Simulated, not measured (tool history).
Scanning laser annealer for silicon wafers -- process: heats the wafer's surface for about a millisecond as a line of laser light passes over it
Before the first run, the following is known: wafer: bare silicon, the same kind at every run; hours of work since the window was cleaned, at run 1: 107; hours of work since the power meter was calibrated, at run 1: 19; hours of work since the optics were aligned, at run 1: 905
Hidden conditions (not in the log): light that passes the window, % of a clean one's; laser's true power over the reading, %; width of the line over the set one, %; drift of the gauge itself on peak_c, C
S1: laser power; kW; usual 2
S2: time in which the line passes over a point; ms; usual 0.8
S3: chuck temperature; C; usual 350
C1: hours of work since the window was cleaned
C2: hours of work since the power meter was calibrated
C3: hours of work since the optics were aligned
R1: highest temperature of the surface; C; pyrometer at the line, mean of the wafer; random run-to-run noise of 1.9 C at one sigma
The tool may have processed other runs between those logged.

run   hour     S1     S2   S3   C1   C2    C3    R1
  1      0      2    0.8  350  107   19   905  1086
  2    7.8      2    0.8  350  113   24   911  1086
  3     17      2    0.8  350  119   31   917  1085
  4   25.4      2  0.561  350  125   37   923   964
  5   34.1      2  0.561  350  131   43   929   966
  6   41.1      2  0.561  350  136   48   934   965
  7   51.3      2    0.8  350  144   56   942  1088
  8   62.6      2    0.8  350  152   64   950  1088
  9   71.7      2    0.8  350  158   70   956  1087
 10     79      2    0.8  350  164   75   962  1085
 11   89.9      2    0.8  350  171   83   969  1085
 12   99.5      2    0.8  370  178   90   976  1107
 13  110.2      2    0.8  370  186   98   984  1107
 14  116.3      2    0.8  370  190  102   988  1106
 15  124.8      2    0.8  370  196  108   994  1106
 16  131.6      2    0.8  375  201  113   999  1112
 17  142.8      2    0.8  375  209  121  1007  1109
 18  148.5      2    0.8  336  213  125  1011  1072
 19  154.9      2    0.8  336  218  130  1016  1069
 20  160.4      2    0.8  336  222  134  1020  1070
 21  170.6      2  0.631  336  229  141  1027   986
 22  181.1      2  0.631  336  237  148  1035   986
 23  187.5  2.113    0.8  380  241  153  1039  1162
 24  194.9  1.745  0.632  344  247  158  1044   906
 25  199.9  1.777    0.8  362  250  162  1048  1008
 26  206.5  1.777    0.8  362  255  167  1053  1005
 27  212.7      2  0.619  374  259  171  1057  1023
 28  219.3  1.731  0.828  352  264  176  1062   988
 29  224.6  1.731  0.828  352  268  180  1066   990
 30  234.1      2  0.563  312  275  186  1073   929
 31    244      2  0.563  312  282  194  1080   930
 32  254.3  1.812    0.8  329  289  201  1087   984
 33  263.6  1.812    0.8  329  296  208  1094   988

4 options for the next run, each taken on its own from the tool as it stands now. Forecast them:
  A  269.4  1.789  0.853  355  300  212  1098   ?
  B  269.4  1.925  0.776  372  300  212  1098   ?
  C  269.4  1.764  0.748  323  300  212  1098   ?
  D  269.4  1.881  0.811  327  300  212  1098   ?

run    R1
  A  1024
  B  1066
  C   938
  D  1015
The same runs, with their run-to-run variation unchanged, on a tool lacking any hidden condition would have given:
run    R1
  A  1025
  B  1067
  C   939
  D  1016

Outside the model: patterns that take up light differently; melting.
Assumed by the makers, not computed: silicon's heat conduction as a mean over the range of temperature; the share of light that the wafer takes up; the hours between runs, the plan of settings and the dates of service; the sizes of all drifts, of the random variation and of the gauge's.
